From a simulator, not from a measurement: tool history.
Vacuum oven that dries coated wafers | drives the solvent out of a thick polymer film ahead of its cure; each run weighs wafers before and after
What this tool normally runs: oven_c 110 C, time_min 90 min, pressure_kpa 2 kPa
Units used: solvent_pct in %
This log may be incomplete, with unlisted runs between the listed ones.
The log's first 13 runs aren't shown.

{"run": 14, "day": 39.2, "oven_c": 110, "time_min": 90, "pressure_kpa": 2, "solvent_pct": 1.22}
{"run": 15, "day": 42.054, "oven_c": 110, "time_min": 90, "pressure_kpa": 7.9, "solvent_pct": 3.08}
{"run": 16, "day": 44.692, "oven_c": 110, "time_min": 90, "pressure_kpa": 7.9, "solvent_pct": 3.12}
{"run": 17, "day": 48.554, "oven_c": 101, "time_min": 90, "pressure_kpa": 4.06, "solvent_pct": 3.58}
{"run": 18, "day": 51.621, "oven_c": 101, "time_min": 90, "pressure_kpa": 4.06, "solvent_pct": 3.61}
{"run": 19, "day": 54.375, "oven_c": 103, "time_min": 119, "pressure_kpa": 7.91, "solvent_pct": 4.17}
{"run": 20, "day": 57.3, "oven_c": 103, "time_min": 132, "pressure_kpa": 5.92, "solvent_pct": 3.14}
{"run": 21, "day": 59.65, "oven_c": 103, "time_min": 132, "pressure_kpa": 5.92, "solvent_pct": 3.23}
{"run": 22, "day": 62.529, "oven_c": 103, "time_min": 69, "pressure_kpa": 6.97, "solvent_pct": 4.95}
{"run": 23, "day": 64.971, "oven_c": 103, "time_min": 69, "pressure_kpa": 6.97, "solvent_pct": 4.99}
{"run": 24, "day": 67.642, "oven_c": 110, "time_min": 90, "pressure_kpa": 2.33, "solvent_pct": 1.45}
{"run": 25, "day": 71.142, "oven_c": 122, "time_min": 52, "pressure_kpa": 2.78, "solvent_pct": 1.15}
{"run": 26, "day": 73.521, "oven_c": 98, "time_min": 90, "pressure_kpa": 2, "solvent_pct": 3.57}
{"run": 27, "day": 77.138, "oven_c": 98, "time_min": 153, "pressure_kpa": 2, "solvent_pct": 2.19}
{"run": 28, "day": 81.333, "oven_c": 112, "time_min": 55, "pressure_kpa": 2.96, "solvent_pct": 2.46}
{"run": 29, "day": 85.646, "oven_c": 117, "time_min": 96, "pressure_kpa": 1.99, "solvent_pct": 0.82}
{"run": 30, "day": 88.988, "oven_c": 118, "time_min": 54, "pressure_kpa": 1.08, "solvent_pct": 1.11}
{"run": 31, "day": 92.271, "oven_c": 118, "time_min": 54, "pressure_kpa": 1.08, "solvent_pct": 1.15}

What if the next run were any one of these 3? Each begins from the tool's condition after run 31:
{"run": "A", "day": 94.842, "oven_c": 106, "time_min": 54, "pressure_kpa": 1.08, "solvent_pct": "?"}
{"run": "B", "day": 94.842, "oven_c": 108, "time_min": 54, "pressure_kpa": 1.08, "solvent_pct": "?"}
{"run": "C", "day": 94.842, "oven_c": 118, "time_min": 54, "pressure_kpa": 1.08, "solvent_pct": "?"}

run=A solvent_pct=3.31
run=B solvent_pct=2.83
run=C solvent_pct=1.21
With the hidden condition removed and each run's random variation left untouched, the same runs would have given:
run=A solvent_pct=2.76
run=B solvent_pct=2.3
run=C solvent_pct=0.87

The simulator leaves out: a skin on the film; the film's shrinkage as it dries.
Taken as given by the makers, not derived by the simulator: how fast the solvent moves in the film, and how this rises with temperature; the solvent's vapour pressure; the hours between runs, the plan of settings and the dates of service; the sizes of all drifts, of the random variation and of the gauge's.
